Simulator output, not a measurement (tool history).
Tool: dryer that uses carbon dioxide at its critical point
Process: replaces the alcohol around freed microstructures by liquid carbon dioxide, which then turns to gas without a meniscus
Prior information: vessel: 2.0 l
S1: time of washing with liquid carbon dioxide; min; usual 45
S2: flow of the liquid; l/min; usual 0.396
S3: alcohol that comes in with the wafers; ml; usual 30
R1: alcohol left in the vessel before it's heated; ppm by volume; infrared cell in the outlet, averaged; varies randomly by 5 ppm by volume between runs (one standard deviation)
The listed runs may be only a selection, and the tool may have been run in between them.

run 1 day=0.000 | S1=45 S2=0.396 S3=30 | R1=66
run 2 day=1.354 | S1=45 S2=0.396 S3=30 | R1=79
run 3 day=3.192 | S1=48 S2=0.396 S3=30 | R1=76
run 4 day=5.017 | S1=45 S2=0.396 S3=96 | R1=123
-- day=6.779 inlet filter changed
run 5 day=7.004 | S1=45 S2=0.396 S3=96 | R1=96
run 6 day=8.721 | S1=45 S2=0.396 S3=96 | R1=110
run 7 day=9.646 | S1=35 S2=0.396 S3=30 | R1=119
run 8 day=11.721 | S1=35 S2=0.396 S3=30 | R1=135
run 9 day=13.183 | S1=45 S2=0.396 S3=58 | R1=114
run 10 day=14.271 | S1=45 S2=0.396 S3=58 | R1=120
run 11 day=16.008 | S1=45 S2=0.396 S3=58 | R1=133
-- day=17.950 inlet filter changed
run 12 day=18.146 | S1=45 S2=0.396 S3=30 | R1=127
run 13 day=20.175 | S1=45 S2=0.396 S3=30 | R1=126
run 14 day=21.979 | S1=45 S2=0.396 S3=30 | R1=128
run 15 day=23.654 | S1=45 S2=0.396 S3=30 | R1=149
run 16 day=25.258 | S1=45 S2=0.316 S3=30 | R1=180
run 17 day=26.358 | S1=56 S2=0.239 S3=31 | R1=196
run 18 day=28.442 | S1=33 S2=0.268 S3=22 | R1=468
-- day=29.150 inlet filter changed
run 19 day=29.554 | S1=45 S2=0.272 S3=53 | R1=225
run 20 day=30.758 | S1=48 S2=0.252 S3=51 | R1=237
-- day=31.850 purifier's bed changed
run 21 day=32.988 | S1=61 S2=0.333 S3=51 | R1=6
run 22 day=34.746 | S1=45 S2=0.351 S3=38 | R1=34
run 23 day=35.796 | S1=45 S2=0.351 S3=38 | R1=44
run 24 day=37.038 | S1=49 S2=0.351 S3=31 | R1=36
run 25 day=38.938 | S1=49 S2=0.330 S3=31 | R1=39
-- day=40.450 inlet filter changed
run 26 day=40.450 | S1=72 S2=0.514 S3=32 | R1=23

Here are 3 independent what-if runs from the current tool condition. What would each one return?
run A day=41.475 | S1=28 S2=0.594 S3=32 | R1=?
run B day=41.475 | S1=72 S2=0.291 S3=32 | R1=?
run C day=41.475 | S1=47 S2=0.408 S3=22 | R1=?

run=A R1=48
run=B R1=35
run=C R1=27
Had the tool no hidden state, the same runs would have come out as:
run=A R1=21
run=B R1=10
run=C R1=2

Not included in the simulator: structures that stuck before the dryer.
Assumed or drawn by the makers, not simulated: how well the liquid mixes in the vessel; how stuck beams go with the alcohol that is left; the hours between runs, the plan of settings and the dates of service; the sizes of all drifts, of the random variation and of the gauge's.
